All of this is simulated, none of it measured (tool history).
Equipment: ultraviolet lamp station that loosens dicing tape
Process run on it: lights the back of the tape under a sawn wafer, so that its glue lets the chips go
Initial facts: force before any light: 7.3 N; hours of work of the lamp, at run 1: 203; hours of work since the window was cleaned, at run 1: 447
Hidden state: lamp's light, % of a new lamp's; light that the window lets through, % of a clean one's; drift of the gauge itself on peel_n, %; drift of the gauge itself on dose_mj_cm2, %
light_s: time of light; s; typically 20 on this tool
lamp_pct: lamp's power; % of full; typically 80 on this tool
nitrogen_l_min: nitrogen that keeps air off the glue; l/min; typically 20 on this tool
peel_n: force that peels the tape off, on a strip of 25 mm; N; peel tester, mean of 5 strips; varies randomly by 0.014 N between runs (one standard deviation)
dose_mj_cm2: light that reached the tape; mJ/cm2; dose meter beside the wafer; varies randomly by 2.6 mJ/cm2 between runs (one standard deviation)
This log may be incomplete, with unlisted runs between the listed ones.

| run | hour | light_s | lamp_pct | nitrogen_l_min | hours of work of the lamp | hours of work since the window was cleaned | peel_n | dose_mj_cm2 |
|---|---|---|---|---|---|---|---|---|
| 1 | 0.0 | 20 | 80 | 20 | 203 | 447 | 0.680 | 332 |
| 2 | 23.7 | 20 | 80 | 20 | 220 | 463 | 0.683 | 321 |
| 3 | 47.1 | 20 | 80 | 20 | 236 | 480 | 0.667 | 333 |
| 4 | 87.7 | 20 | 80 | 20 | 265 | 508 | 0.670 | 328 |
| 5 | 126.6 | 20 | 80 | 20 | 292 | 536 | 0.677 | 330 |
| 6 | 157.2 | 20 | 80 | 12 | 313 | 557 | 0.908 | 330 |
| 7 | 178.6 | 20 | 80 | 20 | 329 | 572 | 0.676 | 326 |
| 8 | 201.6 | 20 | 80 | 20 | 345 | 588 | 0.708 | 330 |
| 9 | 236.7 | 20 | 80 | 20 | 369 | 613 | 0.653 | 327 |
| 10 | 265.4 | 20 | 80 | 20 | 390 | 633 | 0.651 | 332 |
| 11 | 286.7 | 20 | 80 | 20 | 405 | 648 | 0.662 | 328 |
|  | 290.8 | window cleaned of glue's vapour |
| 12 | 313.3 | 20 | 80 | 20 | 423 | 16 | 0.688 | 326 |
| 13 | 347.3 | 20 | 80 | 20 | 447 | 40 | 0.688 | 329 |
| 14 | 387.3 | 20 | 80 | 20 | 475 | 68 | 0.681 | 328 |
| 15 | 422.3 | 20 | 80 | 20 | 500 | 92 | 0.675 | 328 |
| 16 | 460.4 | 20 | 80 | 20 | 526 | 119 | 0.675 | 332 |
| 17 | 499.1 | 20 | 80 | 20 | 554 | 147 | 0.673 | 326 |
| 18 | 526.6 | 20 | 80 | 20 | 573 | 166 | 0.678 | 331 |
| 19 | 563.5 | 20 | 80 | 20 | 599 | 192 | 0.688 | 329 |
| 20 | 595.3 | 20 | 80 | 20 | 621 | 214 | 0.689 | 329 |
| 21 | 631.0 | 17 | 80 | 20 | 646 | 239 | 0.889 | 279 |
| 22 | 672.0 | 17 | 80 | 20 | 675 | 268 | 0.897 | 279 |
| 23 | 697.5 | 13 | 80 | 39 | 693 | 286 | 1.088 | 216 |
| 24 | 727.9 | 24 | 86 | 39 | 714 | 307 | 0.290 | 426 |
| 25 | 765.9 | 24 | 86 | 39 | 741 | 334 | 0.287 | 428 |
| 26 | 784.5 | 24 | 86 | 39 | 754 | 347 | 0.300 | 426 |
| 27 | 802.1 | 24 | 86 | 18 | 767 | 360 | 0.453 | 422 |
| 28 | 830.1 | 15 | 61 | 29 | 786 | 379 | 1.497 | 191 |
| 29 | 868.0 | 17 | 80 | 9 | 813 | 406 | 1.428 | 278 |
| 30 | 902.6 | 17 | 80 | 9 | 837 | 430 | 1.455 | 284 |
| 31 | 933.3 | 18 | 80 | 30 | 859 | 452 | 0.650 | 294 |
| 32 | 954.9 | 18 | 80 | 30 | 874 | 467 | 0.661 | 297 |
| 33 | 995.8 | 18 | 82 | 7 | 903 | 496 | 1.464 | 304 |
| 34 | 1028.5 | 18 | 82 | 7 | 926 | 519 | 1.548 | 301 |
|  | 1038.9 | lamp changed |
| 35 | 1054.9 | 20 | 80 | 34 | 11 | 537 | 0.516 | 331 |
| 36 | 1074.7 | 11 | 76 | 35 | 25 | 551 | 1.592 | 174 |
| 37 | 1102.5 | 20 | 89 | 24 | 45 | 570 | 0.483 | 367 |
| 38 | 1135.1 | 16 | 88 | 21 | 68 | 593 | 0.847 | 290 |
| 39 | 1167.9 | 16 | 88 | 21 | 91 | 616 | 0.803 | 291 |
| 40 | 1200.1 | 10 | 87 | 27 | 113 | 639 | 1.631 | 177 |
|  | 1219.7 | window cleaned of glue's vapour |
| 41 | 1225.9 | 11 | 85 | 16 | 131 | 4 | 1.840 | 194 |
| 42 | 1267.5 | 11 | 85 | 16 | 160 | 34 | 1.785 | 194 |

Entry by entry between the runs, the difference in hidden state between the last listed run before and the first listed run after:
Logged between run 11 and run 12: window cleaned of glue's vapour (hour 290.8)
  light that the window lets through, % of a clean one's: 99.9 -> 100
Logged between run 34 and run 35: lamp changed (hour 1038.9)
  lamp's light, % of a new lamp's: 99.7 -> 100
Logged between run 40 and run 41: window cleaned of glue's vapour (hour 1219.7)
  light that the window lets through, % of a clean one's: 99.9 -> 100

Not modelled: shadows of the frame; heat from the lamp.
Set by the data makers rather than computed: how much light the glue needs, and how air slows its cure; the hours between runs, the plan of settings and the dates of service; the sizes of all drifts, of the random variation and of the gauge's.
